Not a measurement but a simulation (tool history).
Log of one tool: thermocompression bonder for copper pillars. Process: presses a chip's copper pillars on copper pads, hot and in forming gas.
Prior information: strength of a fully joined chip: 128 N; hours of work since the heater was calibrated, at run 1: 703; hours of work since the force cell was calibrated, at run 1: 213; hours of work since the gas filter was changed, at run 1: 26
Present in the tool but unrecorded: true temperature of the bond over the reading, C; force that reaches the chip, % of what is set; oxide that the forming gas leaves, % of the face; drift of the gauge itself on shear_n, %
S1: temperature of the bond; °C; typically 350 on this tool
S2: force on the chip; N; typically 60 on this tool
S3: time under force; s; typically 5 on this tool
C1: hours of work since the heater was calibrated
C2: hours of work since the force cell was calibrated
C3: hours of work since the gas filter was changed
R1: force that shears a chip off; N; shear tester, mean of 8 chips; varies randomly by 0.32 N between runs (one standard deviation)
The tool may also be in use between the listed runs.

Run 1, hour 0: usual settings; C1 703; C2 213; C3 26. Result: R1 81.1 N.
Run 2, hour 25.5: usual settings; C1 714; C2 224; C3 37. Result: R1 81.6 N.
Run 3, hour 48: usual settings; C1 723; C2 233; C3 46. Result: R1 81.4 N.
Run 4, hour 68.5: usual settings but S2 38 N; C1 731; C2 241; C3 54. Result: R1 59.5 N.
Run 5, hour 90.2: usual settings but S1 358 °C; C1 740; C2 250; C3 63. Result: R1 87.2 N.
Run 6, hour 114.7: usual settings; C1 750; C2 260; C3 73. Result: R1 82 N.
Run 7, hour 134.1: usual settings; C1 758; C2 268; C3 81. Result: R1 81.7 N.
Run 8, hour 159.2: usual settings; C1 769; C2 279; C3 92. Result: R1 81.8 N.
Run 9, hour 173.3: usual settings; C1 774; C2 285; C3 98. Result: R1 80.9 N.
Run 10, hour 196.3: usual settings; C1 784; C2 294; C3 107. Result: R1 81.5 N.
Run 11, hour 209.5: usual settings but S1 372 °C; C1 789; C2 299; C3 113. Result: R1 96.8 N.
Run 12, hour 235.2: usual settings but S1 339 °C; C1 800; C2 310; C3 123. Result: R1 72.9 N.
Run 13, hour 254.7: usual settings but S1 339 °C; C1 808; C2 318; C3 131. Result: R1 73.4 N.
Run 14, hour 270.6: usual settings but S1 339 °C; C1 815; C2 325; C3 138. Result: R1 73.4 N.
Run 15, hour 287.2: usual settings but S1 339 °C; C1 821; C2 331; C3 145. Result: R1 73.1 N.
Run 16, hour 309.7: usual settings but S1 339 °C; C1 831; C2 341; C3 154. Result: R1 73.2 N.
Run 17, hour 321.6: usual settings but S1 363 °C, S2 36 N, S3 6 s; C1 836; C2 346; C3 159. Result: R1 69.7 N.
Run 18, hour 342: usual settings but S1 349 °C, S2 44 N, S3 6 s; C1 844; C2 354; C3 167. Result: R1 69.6 N.
Run 19, hour 363.7: usual settings but S1 342 °C, S2 41 N, S3 3 s; C1 853; C2 363; C3 176. Result: R1 47.3 N.
Run 20, hour 385: usual settings but S1 348 °C, S2 52 N, S3 6 s; C1 862; C2 372; C3 185. Result: R1 77.1 N.
Run 21, hour 399.1: usual settings but S2 42 N, S3 4 s; C1 867; C2 377; C3 191. Result: R1 58.7 N.
Run 22, hour 426.4: usual settings but S2 68 N, S3 10 s; C1 879; C2 389; C3 202. Result: R1 102.9 N.
Run 23, hour 438.8: usual settings but S1 366 °C, S3 4 s; C1 884; C2 394; C3 207. Result: R1 87.9 N.
Run 24, hour 459.9: usual settings but S1 322 °C, S3 7 s; C1 892; C2 402; C3 216. Result: R1 68.5 N.
Run 25, hour 472.5: usual settings but S1 322 °C, S3 7 s; C1 898; C2 408; C3 221. Result: R1 68.2 N.
Run 26, hour 499.2: usual settings but S3 10 s; C1 909; C2 419; C3 232. Result: R1 97.4 N.
Run 27, hour 513: usual settings but S3 10 s; C1 914; C2 424; C3 237. Result: R1 97.8 N.
Run 28, hour 528.1: usual settings but S1 376 °C, S3 12 s; C1 921; C2 431; C3 244. Result: R1 115.3 N.
Run 29, hour 555.3: usual settings but S1 376 °C, S3 12 s; C1 932; C2 442; C3 255. Result: R1 114.2 N.
Run 30, hour 574.6: usual settings but S1 376 °C, S3 12 s; C1 940; C2 450; C3 263. Result: R1 114.9 N.
Run 31, hour 597.4: usual settings but S1 376 °C, S3 12 s; C1 949; C2 459; C3 272. Result: R1 114.9 N.
Run 32, hour 610.6: usual settings but S1 362 °C, S3 12 s; C1 954; C2 465; C3 278. Result: R1 108 N.

4 options for the next run, each taken on its own from the tool as it stands now. Forecast them:
Run A, hour 638.1: usual settings but S1 321 °C, S2 79 N, S3 9 s; C1 966; C2 476; C3 289. Result: R1 ?.
Run B, hour 638.1: usual settings but S1 369 °C; C1 966; C2 476; C3 289. Result: R1 ?.
Run C, hour 638.1: usual settings but S1 344 °C, S2 65 N, S3 9 s; C1 966; C2 476; C3 289. Result: R1 ?.
Run D, hour 638.1: usual settings but S1 347 °C; C1 966; C2 476; C3 289. Result: R1 ?.

run    R1
  A  87.1
  B  94.8
  C  94.8
  D    80
The same runs, with their run-to-run variation unchanged, on a tool lacking any hidden condition would have given:
run    R1
  A  87.1
  B  94.9
  C  94.9
  D    80
